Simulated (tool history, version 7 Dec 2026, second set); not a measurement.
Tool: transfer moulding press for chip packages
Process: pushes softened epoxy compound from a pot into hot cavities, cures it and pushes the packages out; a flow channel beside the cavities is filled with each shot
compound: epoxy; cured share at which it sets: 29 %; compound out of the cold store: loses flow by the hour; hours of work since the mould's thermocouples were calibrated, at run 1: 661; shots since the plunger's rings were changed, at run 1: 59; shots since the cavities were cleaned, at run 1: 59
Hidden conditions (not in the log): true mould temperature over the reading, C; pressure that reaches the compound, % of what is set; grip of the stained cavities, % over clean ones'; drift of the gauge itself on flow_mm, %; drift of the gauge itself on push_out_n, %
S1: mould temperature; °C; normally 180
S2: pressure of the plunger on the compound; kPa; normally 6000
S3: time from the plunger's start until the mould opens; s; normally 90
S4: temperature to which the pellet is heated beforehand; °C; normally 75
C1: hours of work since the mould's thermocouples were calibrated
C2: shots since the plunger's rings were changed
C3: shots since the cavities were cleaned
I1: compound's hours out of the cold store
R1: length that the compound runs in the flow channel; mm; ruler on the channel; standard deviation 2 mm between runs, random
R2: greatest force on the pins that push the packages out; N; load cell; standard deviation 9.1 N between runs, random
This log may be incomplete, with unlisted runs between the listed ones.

run,hour,S1,S2,S3,S4,C1,C2,C3,I1,R1,R2
1,0.0,180,6000,90,75,661,59,59,13.1,555,467
2,33.5,180,6000,90,75,679,417,417,8.0,565,625
3,65.7,180,6000,93,75,696,761,761,37.9,492,626
# hour 73.1: cavities cleaned with cleaning compound and waxed
# hour 109.7: mould's thermocouples calibrated
4,131.0,180,6000,93,75,11,1422,598,24.1,519,723
# hour 152.3: cavities cleaned with cleaning compound and waxed
5,194.7,180,6000,90,75,45,2088,454,37.5,481,548
6,224.6,180,6000,90,75,61,2408,774,40.2,474,641
# hour 229.4: cavities cleaned with cleaning compound and waxed
# hour 246.0: cavities cleaned with cleaning compound and waxed, once more
7,264.6,180,6000,125,75,81,2803,199,39.4,479,364
8,300.2,180,6000,125,75,100,3184,580,23.7,502,475
# hour 324.1: cavities cleaned with cleaning compound and waxed
9,359.4,180,6000,125,75,130,3800,376,9.3,537,410
# hour 402.3: cavities cleaned with cleaning compound and waxed
10,429.8,180,6000,90,75,167,4537,294,33.8,477,512
# hour 483.4: cavities cleaned with cleaning compound and waxed
11,493.1,180,4760,90,75,200,5199,104,26.9,432,467
12,554.6,180,4760,90,75,233,5857,762,18.1,448,658
# hour 562.8: cavities cleaned with cleaning compound and waxed
13,589.5,180,4760,90,75,251,6213,285,20.4,443,535
14,629.3,180,6000,90,75,273,6639,711,23.7,484,648
# hour 642.8: plunger's sealing rings changed
# hour 644.3: cavities cleaned with cleaning compound and waxed
15,702.9,183,6000,76,79,310,627,627,10.9,547,799
# hour 723.7: cavities cleaned with cleaning compound and waxed
16,755.9,187,7020,90,75,337,1177,344,44.7,496,426
# hour 803.6: cavities cleaned with cleaning compound and waxed
17,818.2,178,5770,90,75,370,1828,156,25.4,508,547
# hour 882.2: cavities cleaned with cleaning compound and waxed
18,886.3,178,5770,90,75,406,2540,43,33.1,490,491
19,940.7,178,5770,90,75,435,3122,625,43.1,462,712
# hour 962.7: cavities cleaned with cleaning compound and waxed
20,981.5,179,5090,117,77,456,3543,202,20.3,475,381
21,1033.0,179,5090,117,77,483,4094,753,27.1,457,494
# hour 1039.9: cavities cleaned with cleaning compound and waxed
22,1092.5,174,6000,90,81,514,4714,563,21.6,522,1048
# hour 1117.3: cavities cleaned with cleaning compound and waxed
23,1144.8,180,6190,111,75,542,5257,294,28.1,496,409
24,1187.4,180,6000,126,67,564,5712,749,8.5,530,467
# hour 1197.1: cavities cleaned with cleaning compound and waxed
25,1218.7,180,6000,126,67,580,6032,231,33.4,472,387
26,1263.8,180,6000,126,67,605,6513,712,10.9,517,497
# hour 1278.0: cavities cleaned with cleaning compound and waxed
# hour 1290.6: plunger's sealing rings changed
27,1324.2,174,6000,126,82,635,360,467,43.6,502,486
# hour 1359.8: cavities cleaned with cleaning compound and waxed
28,1368.2,174,6000,126,82,658,815,91,30.5,525,399

Branching from run 28: 3 alternative next runs. What would each branch give?
A,1407.2,180,6160,90,75,678,1232,508,12.4,?,?
B,1407.2,182,4670,79,82,678,1232,508,24.2,?,?
C,1407.2,174,6010,126,82,678,1232,508,35.1,?,?

run,R1,R2
A,558,671
B,458,700
C,516,499
Without the tool's unlogged condition, the same runs would have read:
run,R1,R2
A,563,418
B,462,439
C,521,319
